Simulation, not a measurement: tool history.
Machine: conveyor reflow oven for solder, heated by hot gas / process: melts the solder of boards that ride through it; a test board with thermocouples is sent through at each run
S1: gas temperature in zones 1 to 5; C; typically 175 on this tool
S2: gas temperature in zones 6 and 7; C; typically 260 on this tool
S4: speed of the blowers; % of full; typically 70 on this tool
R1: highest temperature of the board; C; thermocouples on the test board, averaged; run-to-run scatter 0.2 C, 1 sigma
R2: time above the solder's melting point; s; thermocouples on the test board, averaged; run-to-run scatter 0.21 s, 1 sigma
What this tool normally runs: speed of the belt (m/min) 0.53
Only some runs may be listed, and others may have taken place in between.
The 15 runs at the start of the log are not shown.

run 16 hour=277.1 | S1=175 S2=260 speed_of_the_belt_(m/min)=0.53 S4=70 | R1=244.9 R2=46.1
run 17 hour=295.4 | S1=165 S2=265 speed_of_the_belt_(m/min)=0.591 S4=57 | R1=240.1 R2=32.6
run 18 hour=312.1 | S1=175 S2=260 speed_of_the_belt_(m/min)=0.49 S4=85 | R1=249.1 R2=55.2
run 19 hour=322.3 | S1=173 S2=260 speed_of_the_belt_(m/min)=0.591 S4=68 | R1=240.4 R2=36.4
run 20 hour=332.7 | S1=161 S2=260 speed_of_the_belt_(m/min)=0.53 S4=69 | R1=242.4 R2=39.5
run 21 hour=353.2 | S1=170 S2=260 speed_of_the_belt_(m/min)=0.53 S4=70 | R1=244 R2=43.8
run 22 hour=368 | S1=169 S2=260 speed_of_the_belt_(m/min)=0.459 S4=62 | R1=246.6 R2=53
run 23 hour=392.9 | S1=169 S2=260 speed_of_the_belt_(m/min)=0.446 S4=68 | R1=248.2 R2=57.3
run 24 hour=408.4 | S1=175 S2=260 speed_of_the_belt_(m/min)=0.572 S4=70 | R1=242.6 R2=40.1
run 25 hour=426.9 | S1=175 S2=260 speed_of_the_belt_(m/min)=0.572 S4=90 | R1=246.7 R2=44
run 26 hour=450.5 | S1=175 S2=260 speed_of_the_belt_(m/min)=0.516 S4=80 | R1=247.6 R2=50.1
run 27 hour=464.5 | S1=167 S2=263 speed_of_the_belt_(m/min)=0.512 S4=72 | R1=247.7 R2=47.4

Run 28 is up next; what results do you expect?
run 28 hour=480.8 | S1=167 S2=254 speed_of_the_belt_(m/min)=0.497 S4=63 | R1=? R2=?

Run 28 came out at R1 238.9 C, R2 41 s.
With no hidden state in the tool, this same run would have given R1 239 C, R2 41.1 s.

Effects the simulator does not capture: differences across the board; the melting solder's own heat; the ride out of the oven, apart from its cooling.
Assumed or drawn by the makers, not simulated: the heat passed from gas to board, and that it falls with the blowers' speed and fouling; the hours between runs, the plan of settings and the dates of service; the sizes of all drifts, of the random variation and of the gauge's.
